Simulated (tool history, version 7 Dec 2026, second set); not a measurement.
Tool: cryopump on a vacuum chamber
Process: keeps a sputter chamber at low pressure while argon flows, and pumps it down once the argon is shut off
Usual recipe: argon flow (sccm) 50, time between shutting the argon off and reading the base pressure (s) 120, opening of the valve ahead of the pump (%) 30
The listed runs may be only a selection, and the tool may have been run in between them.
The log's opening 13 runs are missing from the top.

run    hour  argon flow (sccm)  time between shutting the argon off and reading the base pressure (s)  opening of the valve ahead of the pump (%)  pressure while argon flows (Pa)  pressure after the wait (uPa)
 14  1145.4                 59                                                                     48                                          30                           0.2735                           2.12
 15  1244.5                 59                                                                     48                                          30                           0.2741                           2.24
 16  1303.6                 59                                                                     26                                          30                           0.2801                           2.97
 17  1418.9                 50                                                                    120                                          30                           0.2397                           2.01
 18  1514.0                 50                                                                    120                                          30                           0.2436                           2.09
     1560.2  -- pump warmed up, emptied and cooled again
 19  1568.2                 50                                                                    120                                          30                           0.2179                           1.69
 20  1647.1                 50                                                                     36                                          37                           0.1807                           2.49
 21  1700.8                 44                                                                     23                                          19                           0.3048                           3.10
 22  1776.3                 34                                                                     96                                          57                           0.0815                           1.94
 23  1846.7                 27                                                                     54                                          33                           0.1111                           2.30
 24  1899.2                 27                                                                     54                                          33                           0.1111                           2.37
 25  1987.3                 27                                                                     54                                          33                           0.1115                           2.48
 26  2079.1                 48                                                                     88                                          46                           0.1501                           2.25
 27  2194.1                 48                                                                     88                                          46                           0.1533                           2.50
 28  2271.8                 20                                                                     88                                          40                           0.0734                           2.44
 29  2367.0                 20                                                                     35                                          40                           0.0741                           3.33
 30  2470.4                 23                                                                     78                                          35                           0.0986                           2.94
     2517.3  -- pump warmed up, emptied and cooled again
 31  2543.5                 64                                                                     59                                          21                           0.3999                           2.48
 32  2602.2                 63                                                                     24                                          25                           0.3317                           3.34
 33  2709.8                 63                                                                     24                                          18                           0.4635                           3.47

Each row is a separate what-if for the run after 33, all from the same tool condition, not one after another. Results?
  A  2791.7                 83                                                                     23                                          18                                ?                              ?
  B  2791.7                 60                                                                     30                                          30                                ?                              ?
  C  2791.7                 63                                                                     62                                          27                                ?                              ?

run  pressure while argon flows (Pa)  pressure after the wait (uPa)
  A                           0.6106                           3.67
  B                           0.2715                           3.22
  C                           0.3134                           2.66
With no hidden state in the tool, these same runs would have given:
run  pressure while argon flows (Pa)  pressure after the wait (uPa)
  A                           0.5993                           1.83
  B                           0.2632                           1.40
  C                           0.3048                           0.81

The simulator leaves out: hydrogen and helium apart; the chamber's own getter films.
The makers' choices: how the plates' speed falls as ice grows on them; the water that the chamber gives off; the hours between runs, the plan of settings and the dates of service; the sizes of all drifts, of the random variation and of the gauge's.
